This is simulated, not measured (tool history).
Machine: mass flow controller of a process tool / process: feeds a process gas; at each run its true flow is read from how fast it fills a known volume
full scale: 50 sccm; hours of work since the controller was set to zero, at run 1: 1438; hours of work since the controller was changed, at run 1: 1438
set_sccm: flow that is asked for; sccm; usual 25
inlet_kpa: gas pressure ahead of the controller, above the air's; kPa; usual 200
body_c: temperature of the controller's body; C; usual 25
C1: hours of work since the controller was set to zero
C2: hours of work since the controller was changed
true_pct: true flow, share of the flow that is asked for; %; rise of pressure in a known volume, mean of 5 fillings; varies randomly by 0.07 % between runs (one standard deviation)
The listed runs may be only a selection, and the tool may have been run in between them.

run 1 hour=0 | set_sccm=25 inlet_kpa=200 body_c=25 | C1=1438 C2=1438 | true_pct=97.91
run 2 hour=119.1 | set_sccm=25 inlet_kpa=200 body_c=25 | C1=1488 C2=1488 | true_pct=97.98
run 3 hour=209.3 | set_sccm=25 inlet_kpa=200 body_c=25 | C1=1526 C2=1526 | true_pct=98.03
run 4 hour=262.1 | set_sccm=25 inlet_kpa=200 body_c=25 | C1=1549 C2=1549 | true_pct=97.98
run 5 hour=362.8 | set_sccm=25 inlet_kpa=200 body_c=25 | C1=1591 C2=1591 | true_pct=97.9
run 6 hour=426.7 | set_sccm=25 inlet_kpa=200 body_c=25 | C1=1618 C2=1618 | true_pct=97.92
run 7 hour=483.9 | set_sccm=25 inlet_kpa=200 body_c=24 | C1=1642 C2=1642 | true_pct=97.92
run 8 hour=542.7 | set_sccm=25 inlet_kpa=200 body_c=24 | C1=1667 C2=1667 | true_pct=97.73
run 9 hour=647.3 | set_sccm=25 inlet_kpa=173 body_c=25 | C1=1711 C2=1711 | true_pct=97.78
run 10 hour=712.2 | set_sccm=25 inlet_kpa=225 body_c=25 | C1=1739 C2=1739 | true_pct=97.8
run 11 hour=800.4 | set_sccm=25 inlet_kpa=200 body_c=36 | C1=1776 C2=1776 | true_pct=98.38
run 12 hour=868.3 | set_sccm=25 inlet_kpa=200 body_c=36 | C1=1805 C2=1805 | true_pct=98.58
run 13 hour=989.5 | set_sccm=25 inlet_kpa=200 body_c=36 | C1=1856 C2=1856 | true_pct=98.6
run 14 hour=1047.1 | set_sccm=7 inlet_kpa=200 body_c=22 | C1=1881 C2=1881 | true_pct=94.77
run 15 hour=1162.1 | set_sccm=25 inlet_kpa=192 body_c=25 | C1=1929 C2=1929 | true_pct=97.8
run 16 hour=1250 | set_sccm=6 inlet_kpa=147 body_c=33 | C1=1966 C2=1966 | true_pct=94.75
run 17 hour=1331.7 | set_sccm=45 inlet_kpa=182 body_c=34 | C1=2001 C2=2001 | true_pct=99.75
run 18 hour=1451.3 | set_sccm=20 inlet_kpa=182 body_c=29 | C1=2051 C2=2051 | true_pct=97.52
run 19 hour=1540.5 | set_sccm=20 inlet_kpa=182 body_c=29 | C1=2089 C2=2089 | true_pct=97.25
run 20 hour=1658.4 | set_sccm=7 inlet_kpa=194 body_c=21 | C1=2139 C2=2139 | true_pct=94.28
run 21 hour=1728.1 | set_sccm=7 inlet_kpa=194 body_c=21 | C1=2168 C2=2168 | true_pct=94.3
run 22 hour=1849 | set_sccm=25 inlet_kpa=200 body_c=31 | C1=2220 C2=2220 | true_pct=97.92
run 23 hour=1959.8 | set_sccm=25 inlet_kpa=200 body_c=31 | C1=2266 C2=2266 | true_pct=97.98

For run 24, what comes out?
run 24 hour=2027.2 | set_sccm=25 inlet_kpa=208 body_c=26 | C1=2295 C2=2295 | true_pct=?

Run 24 gave true_pct 97.61 %.
Take away the tool's hidden state, keep the run-to-run variation as it was, and the same run would have given true_pct 98.7 %.
